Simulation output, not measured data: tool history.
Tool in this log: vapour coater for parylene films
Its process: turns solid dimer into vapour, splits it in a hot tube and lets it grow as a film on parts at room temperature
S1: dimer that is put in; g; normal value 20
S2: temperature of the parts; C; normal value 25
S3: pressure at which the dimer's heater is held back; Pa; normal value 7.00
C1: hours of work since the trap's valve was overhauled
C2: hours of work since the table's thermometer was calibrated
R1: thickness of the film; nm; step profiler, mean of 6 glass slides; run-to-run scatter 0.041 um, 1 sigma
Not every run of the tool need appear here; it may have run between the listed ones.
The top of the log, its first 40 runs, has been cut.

run,hour,S1,S2,S3,C1,C2,R1
41,576.3,20,19,3.89,289,348,5460
42,591.4,17,27,2.52,296,355,3930
43,605.2,12,29,7.00,302,362,2080
44,614.9,20,30,7.00,307,367,3340
45,631.0,21,28,7.00,314,374,3790
46,646.0,21,28,7.00,322,381,3750
47,663.4,12,24,7.00,330,389,2550
48,680.7,24,20,7.71,338,398,5900

Forecast each of these 3 alternatives for the next run:
A,697.9,33,20,5.29,346,406,?
B,697.9,24,30,5.29,346,406,?
C,697.9,16,25,7.00,346,406,?

run,R1
A,8750
B,4170
C,3280
Had the tool no hidden state, the same runs would have come out as:
run,R1
A,9820
B,4680
C,3680
